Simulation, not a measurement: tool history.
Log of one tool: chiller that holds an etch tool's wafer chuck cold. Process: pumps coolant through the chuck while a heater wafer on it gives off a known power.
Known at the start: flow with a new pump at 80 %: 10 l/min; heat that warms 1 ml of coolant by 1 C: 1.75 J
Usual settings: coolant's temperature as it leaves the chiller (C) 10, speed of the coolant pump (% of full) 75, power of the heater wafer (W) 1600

run    hour  coolant's temperature as it leaves the chiller (C)  speed of the coolant pump (% of full)  power of the heater wafer (W)  chuck's temperature once it has settled (C)  how much warmer the coolant comes back (C)
  1     0.0                                                  10                                     75                           1600                                         29.6                                        6.15
  2   120.8                                                  10                                     75                           1600                                         29.5                                        6.22
  3   238.9                                                  10                                     75                           1600                                         30.0                                        6.20
  4   309.8                                                  10                                     75                           1600                                         29.8                                        6.24
  5   409.6                                                  10                                     75                           1600                                         30.2                                        6.29
  6   478.3                                                  10                                     75                           1600                                         30.1                                        6.30
  7   535.7                                                  10                                     75                           1600                                         30.3                                        6.32
  8   591.1                                                  13                                     75                           1600                                         33.2                                        6.27
  9   678.5                                                   1                                     75                           1600                                         21.6                                        6.29
      691.7  -- coolant pump overhauled
 10   765.9                                                  10                                     75                           1600                                         31.1                                        6.53
 11   844.4                                                  10                                     75                           1600                                         31.1                                        6.52
 12   918.7                                                  10                                     75                           1600                                         31.3                                        6.55
 13   983.1                                                   6                                     75                           1600                                         27.2                                        6.56
 14  1052.2                                                  10                                     75                           1600                                         31.5                                        6.59
 15  1139.3                                                  10                                     75                           2223                                         39.9                                        9.17
 16  1242.8                                                  10                                     75                           2223                                         40.1                                        9.19
 17  1318.6                                                   9                                     75                           1600                                         30.9                                        6.63
     1376.9  -- coolant pump overhauled, once more
 18  1399.1                                                   9                                     75                           1600                                         29.4                                        5.93
 19  1501.3                                                   9                                     75                           1600                                         29.9                                        5.96
 20  1564.5                                                  11                                     75                           1280                                         27.8                                        4.74
 21  1636.3                                                   3                                     85                            834                                         13.3                                        2.73
 22  1734.6                                                   2                                     85                            834                                         12.3                                        2.77
 23  1841.6                                                   2                                     85                            834                                         12.5                                        2.76
 24  1905.9                                                  19                                     71                           1803                                         43.8                                        7.23
 25  1978.1                                                  18                                     75                           1600                                         39.3                                        6.01

The next listed run, before its measurement:
 26  2029.5                                                  10                                     94                           1600                                            ?                                           ?

{"run 26": {"chuck's temperature once it has settled (C)": 28.2, "how much warmer the coolant comes back (C)": 4.75}}
Without the tool's hidden state the same run would have given chuck's temperature once it has settled (C) 24.6, how much warmer the coolant comes back (C) 4.60.
